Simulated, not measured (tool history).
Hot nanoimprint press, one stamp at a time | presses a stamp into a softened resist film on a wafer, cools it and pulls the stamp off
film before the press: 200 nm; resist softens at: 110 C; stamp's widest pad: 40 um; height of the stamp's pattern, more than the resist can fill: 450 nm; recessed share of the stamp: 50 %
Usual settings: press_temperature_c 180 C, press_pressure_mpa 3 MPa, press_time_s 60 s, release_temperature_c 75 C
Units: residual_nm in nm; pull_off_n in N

run   hour  press_temperature_c  press_pressure_mpa  press_time_s  release_temperature_c  residual_nm  pull_off_n
  1      0                  180                   3            60                     75         81.3         204
  2   43.1                  180                   3            60                     75         81.2         197
  3   80.6                  180                   3            60                     75         81.1         205
  4  132.5                  180                   3            60                     75         81.2         196
  5  159.7                  180                   3            60                     75         81.2         197
  6  197.8                  180                   3            60                     75         81.6         211
  7  243.6                  180                   3            60                     75         80.9         205
  8    276                  180                   3            60                     75         81.1         210
  9  326.5                  180                2.12            60                     75         98.7         208
 10  377.2                  180                2.12            60                     75         98.4         211
 11  415.3                  180                2.12            60                     80         98.4         173
 12  463.3                  191                2.12            40                     67         82.9         266
 13  500.2                  191                2.12            40                     67         82.6         251
 14  553.9                  182                2.12           103                     61         77.3         294
 15  584.4                  182                2.12           103                     61         77.3         292
 16  623.8                  177                2.12            45                     61        117.1         284
 17  679.5                  177                2.12            45                     61        117.1         288
 18  709.8                  177                2.12            45                     61        116.9         292
     720.4  -- stamp cleaned and given a new release coat
 19  740.3                  169                2.14           115                     61        111.9         297
     767.5  -- plate thermocouple calibrated
 20  772.1                  180                4.33            60                     75         65.9         202
 21  810.8                  180                2.21            73                     73         89.8         223

Some steps in pull_off_n between neighbouring runs. How much of each would the tool show without its hidden state too (settings, what came in, random variation), and how much is left for the hidden state, with any gauge scatter that isn't in both results?
The hidden state here: true temperature over the reading, C; pressure that arrives at the usual setting, %; grip of the stamp's worn release coat, % over a new coat's; drift of the gauge itself on residual_nm, %; drift of the gauge itself on pull_off_n, %.
Run 7 -> 8: no setting changed, nothing entered. pull_off_n +5 N: hidden state +1, all else +4.
Run 11 -> 12: press_temperature_c 180 -> 191, press_time_s 60 -> 40, release_temperature_c 80 -> 67. pull_off_n +93 N: hidden state +1, all else +92.
Run 18 -> 19: press_temperature_c 177 -> 169, press_pressure_mpa 2.12 -> 2.14, press_time_s 45 -> 115, stamp cleaned and given a new release coat. pull_off_n +5 N: hidden state -5, all else +10.
Run 19 -> 20: press_temperature_c 169 -> 180, press_pressure_mpa 2.14 -> 4.33, press_time_s 115 -> 60, release_temperature_c 61 -> 75, plate thermocouple calibrated. pull_off_n -95 N: hidden state +0, all else -95.
